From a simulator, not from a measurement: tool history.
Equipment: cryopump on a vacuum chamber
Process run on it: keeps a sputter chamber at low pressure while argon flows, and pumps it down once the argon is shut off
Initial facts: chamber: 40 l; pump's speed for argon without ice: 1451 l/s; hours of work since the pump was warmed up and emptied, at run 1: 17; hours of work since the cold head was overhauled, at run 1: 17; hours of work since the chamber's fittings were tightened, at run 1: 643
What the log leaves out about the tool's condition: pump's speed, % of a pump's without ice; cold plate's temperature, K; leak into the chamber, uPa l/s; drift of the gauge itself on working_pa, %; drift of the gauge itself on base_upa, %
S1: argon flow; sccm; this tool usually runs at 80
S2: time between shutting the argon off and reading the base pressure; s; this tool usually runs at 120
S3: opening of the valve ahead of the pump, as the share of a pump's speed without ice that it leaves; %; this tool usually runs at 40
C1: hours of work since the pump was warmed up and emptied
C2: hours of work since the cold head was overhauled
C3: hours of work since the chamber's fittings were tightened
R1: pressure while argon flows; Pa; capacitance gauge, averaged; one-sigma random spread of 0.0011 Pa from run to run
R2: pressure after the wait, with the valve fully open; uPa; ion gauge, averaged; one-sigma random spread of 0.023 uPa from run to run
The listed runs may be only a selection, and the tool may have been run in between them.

{"run": 1, "day": 0.0, "S1": 80, "S2": 120, "S3": 40, "C1": 17, "C2": 17, "C3": 643, "R1": 0.2356, "R2": 1.39}
{"run": 2, "day": 1.446, "S1": 80, "S2": 42, "S3": 40, "C1": 35, "C2": 35, "C3": 661, "R1": 0.2341, "R2": 2.52}
{"run": 3, "day": 2.633, "S1": 80, "S2": 120, "S3": 40, "C1": 49, "C2": 49, "C3": 676, "R1": 0.2349, "R2": 1.42}
{"run": 4, "day": 4.262, "S1": 80, "S2": 120, "S3": 58, "C1": 69, "C2": 69, "C3": 696, "R1": 0.165, "R2": 1.39}
{"run": 5, "day": 5.942, "S1": 80, "S2": 52, "S3": 40, "C1": 90, "C2": 90, "C3": 716, "R1": 0.2359, "R2": 2.26}
{"run": 6, "day": 7.588, "S1": 80, "S2": 52, "S3": 40, "C1": 110, "C2": 110, "C3": 737, "R1": 0.2385, "R2": 2.29}
{"run": 7, "day": 8.554, "S1": 80, "S2": 52, "S3": 40, "C1": 122, "C2": 122, "C3": 749, "R1": 0.2374, "R2": 2.3}
{"run": 8, "day": 9.546, "S1": 39, "S2": 120, "S3": 40, "C1": 134, "C2": 134, "C3": 761, "R1": 0.1159, "R2": 1.46}
{"run": 9, "day": 11.008, "S1": 80, "S2": 120, "S3": 23, "C1": 152, "C2": 152, "C3": 779, "R1": 0.4091, "R2": 1.54}
{"run": 10, "day": 11.842, "S1": 80, "S2": 120, "S3": 23, "C1": 162, "C2": 162, "C3": 789, "R1": 0.4104, "R2": 1.51}
{"run": 11, "day": 13.712, "S1": 80, "S2": 120, "S3": 23, "C1": 185, "C2": 185, "C3": 812, "R1": 0.4119, "R2": 1.57}
{"run": 12, "day": 15.288, "S1": 80, "S2": 120, "S3": 40, "C1": 205, "C2": 205, "C3": 832, "R1": 0.2395, "R2": 1.6}
{"run": 13, "day": 16.162, "S1": 142, "S2": 120, "S3": 40, "C1": 216, "C2": 216, "C3": 842, "R1": 0.4266, "R2": 1.61}
{"run": 14, "day": 17.629, "S1": 142, "S2": 120, "S3": 40, "C1": 234, "C2": 234, "C3": 860, "R1": 0.4294, "R2": 1.6}
{"run": 15, "day": 18.775, "S1": 142, "S2": 120, "S3": 40, "C1": 248, "C2": 248, "C3": 874, "R1": 0.4303, "R2": 1.69}
{"run": 16, "day": 19.829, "S1": 96, "S2": 120, "S3": 40, "C1": 261, "C2": 261, "C3": 887, "R1": 0.2885, "R2": 1.67}
{"run": 17, "day": 21.7, "S1": 96, "S2": 120, "S3": 40, "C1": 284, "C2": 284, "C3": 910, "R1": 0.2921, "R2": 1.66}
{"run": 18, "day": 23.471, "S1": 94, "S2": 120, "S3": 40, "C1": 306, "C2": 306, "C3": 932, "R1": 0.2849, "R2": 1.63}
{"run": 19, "day": 24.479, "S1": 48, "S2": 120, "S3": 16, "C1": 318, "C2": 318, "C3": 945, "R1": 0.3559, "R2": 1.73}
{"run": 20, "day": 26.112, "S1": 80, "S2": 33, "S3": 40, "C1": 338, "C2": 338, "C3": 965, "R1": 0.2441, "R2": 3.36}
{"run": 21, "day": 27.354, "S1": 40, "S2": 257, "S3": 30, "C1": 353, "C2": 353, "C3": 980, "R1": 0.1614, "R2": 1.46}
{"run": 22, "day": 28.475, "S1": 40, "S2": 257, "S3": 30, "C1": 367, "C2": 367, "C3": 994, "R1": 0.1604, "R2": 1.41}
{"run": 23, "day": 30.179, "S1": 91, "S2": 68, "S3": 30, "C1": 388, "C2": 388, "C3": 1015, "R1": 0.3697, "R2": 2.24}
{"run": 24, "day": 32.029, "S1": 91, "S2": 25, "S3": 25, "C1": 411, "C2": 411, "C3": 1038, "R1": 0.4439, "R2": 4.08}
{"run": 25, "day": 33.121, "S1": 64, "S2": 120, "S3": 28, "C1": 424, "C2": 424, "C3": 1051, "R1": 0.2779, "R2": 1.85}
{"run": 26, "day": 33.929, "S1": 54, "S2": 228, "S3": 20, "C1": 434, "C2": 434, "C3": 1061, "R1": 0.3238, "R2": 1.57}
{"run": 27, "day": 34.733, "S1": 46, "S2": 98, "S3": 20, "C1": 444, "C2": 444, "C3": 1071, "R1": 0.2763, "R2": 2.04}
{"run": 28, "day": 35.704, "S1": 78, "S2": 129, "S3": 30, "C1": 456, "C2": 456, "C3": 1083, "R1": 0.3186, "R2": 1.88}
{"run": 29, "day": 36.475, "S1": 61, "S2": 84, "S3": 55, "C1": 466, "C2": 466, "C3": 1092, "R1": 0.1414, "R2": 2.2}
{"run": 30, "day": 37.408, "S1": 47, "S2": 87, "S3": 49, "C1": 477, "C2": 477, "C3": 1104, "R1": 0.121, "R2": 2.22}
{"run": 31, "day": 38.442, "S1": 47, "S2": 106, "S3": 49, "C1": 490, "C2": 490, "C3": 1116, "R1": 0.1222, "R2": 1.98}
{"run": 32, "day": 40.279, "S1": 47, "S2": 100, "S3": 39, "C1": 512, "C2": 512, "C3": 1139, "R1": 0.151, "R2": 2.09}
{"run": 33, "day": 41.638, "S1": 47, "S2": 203, "S3": 35, "C1": 529, "C2": 529, "C3": 1156, "R1": 0.1683, "R2": 1.74}

Branching from run 33: 4 alternative next runs. What would each branch give?
{"run": "A", "day": 42.408, "S1": 47, "S2": 73, "S3": 44, "C1": 539, "C2": 539, "C3": 1165, "R1": "?", "R2": "?"}
{"run": "B", "day": 42.408, "S1": 55, "S2": 55, "S3": 40, "C1": 539, "C2": 539, "C3": 1165, "R1": "?", "R2": "?"}
{"run": "C", "day": 42.408, "S1": 66, "S2": 146, "S3": 17, "C1": 539, "C2": 539, "C3": 1165, "R1": "?", "R2": "?"}
{"run": "D", "day": 42.408, "S1": 97, "S2": 186, "S3": 23, "C1": 539, "C2": 539, "C3": 1165, "R1": "?", "R2": "?"}

run=A R1=0.1369 R2=2.37
run=B R1=0.1724 R2=2.74
run=C R1=0.4649 R2=1.94
run=D R1=0.5131 R2=1.78
With no hidden state in the tool, these same runs would have given:
run=A R1=0.1257 R2=1.18
run=B R1=0.1595 R2=1.54
run=C R1=0.4494 R2=0.71
run=D R1=0.4902 R2=0.58
